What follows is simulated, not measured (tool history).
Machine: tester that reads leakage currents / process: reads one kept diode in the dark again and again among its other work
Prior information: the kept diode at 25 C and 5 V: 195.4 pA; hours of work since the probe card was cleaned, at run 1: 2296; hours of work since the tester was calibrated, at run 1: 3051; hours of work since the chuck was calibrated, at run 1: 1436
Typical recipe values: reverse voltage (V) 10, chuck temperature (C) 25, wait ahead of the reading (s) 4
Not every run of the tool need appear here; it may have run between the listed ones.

| run | hour | reverse voltage (V) | chuck temperature (C) | wait ahead of the reading (s) | hours of work since the probe card was cleaned | hours of work since the tester was calibrated | hours of work since the chuck was calibrated | current that the tester gives (pA) |
|---|---|---|---|---|---|---|---|---|
| 1 | 0 | 10 | 25 | 4 | 2296 | 3051 | 1436 | 244.44 |
| 2 | 74.6 | 10 | 25 | 4 | 2336 | 3092 | 1477 | 244.03 |
| 3 | 170.8 | 10 | 25 | 4 | 2389 | 3145 | 1529 | 244.1 |
| 4 | 244.7 | 10 | 25 | 0.76 | 2430 | 3185 | 1570 | 246.86 |
|  | 341.6 | tester calibrated |
| 5 | 343.7 | 10 | 25 | 4 | 2483 | 1 | 1623 | 242.78 |
| 6 | 405.4 | 10 | 25 | 4 | 2517 | 35 | 1657 | 244.12 |
| 7 | 506.5 | 2.3 | 25 | 4 | 2572 | 90 | 1712 | 152.4 |
| 8 | 603.3 | 2.3 | 25 | 4 | 2625 | 143 | 1765 | 153.17 |
| 9 | 673.6 | 3.2 | 24 | 4 | 2664 | 182 | 1804 | 157.1 |
| 10 | 793.5 | 3.2 | 24 | 4 | 2729 | 248 | 1870 | 158.22 |
| 11 | 863.5 | 3.2 | 54 | 0.34 | 2768 | 286 | 1908 | 1186.62 |
| 12 | 966.4 | 1.3 | 42 | 4 | 2824 | 342 | 1964 | 414.55 |
| 13 | 1022.9 | 1.2 | 29 | 4 | 2855 | 373 | 1995 | 165.89 |
| 14 | 1114.2 | 10 | 23 | 0.51 | 2905 | 423 | 2045 | 213.17 |
| 15 | 1217.4 | 3.3 | 39 | 7.38 | 2961 | 480 | 2102 | 456.94 |

The logged runs with the hidden state left out (each run's random variation unchanged):
Hidden state present: stray current of the dirty probe card, pA a volt; current scale over the true one, %; true chuck temperature over the reading, C; drift of the gauge itself on leakage_pa, %.
| run | current that the tester gives (pA) |
|---|---|
| 1 | 244.46 |
| 2 | 244.05 |
| 3 | 244.13 |
| 4 | 246.9 |
| 5 | 242.78 |
| 6 | 244.13 |
| 7 | 152.58 |
| 8 | 153.35 |
| 9 | 157.26 |
| 10 | 158.39 |
| 11 | 1188.46 |
| 12 | 415.26 |
| 13 | 166.18 |
| 14 | 213.15 |
| 15 | 457.71 |

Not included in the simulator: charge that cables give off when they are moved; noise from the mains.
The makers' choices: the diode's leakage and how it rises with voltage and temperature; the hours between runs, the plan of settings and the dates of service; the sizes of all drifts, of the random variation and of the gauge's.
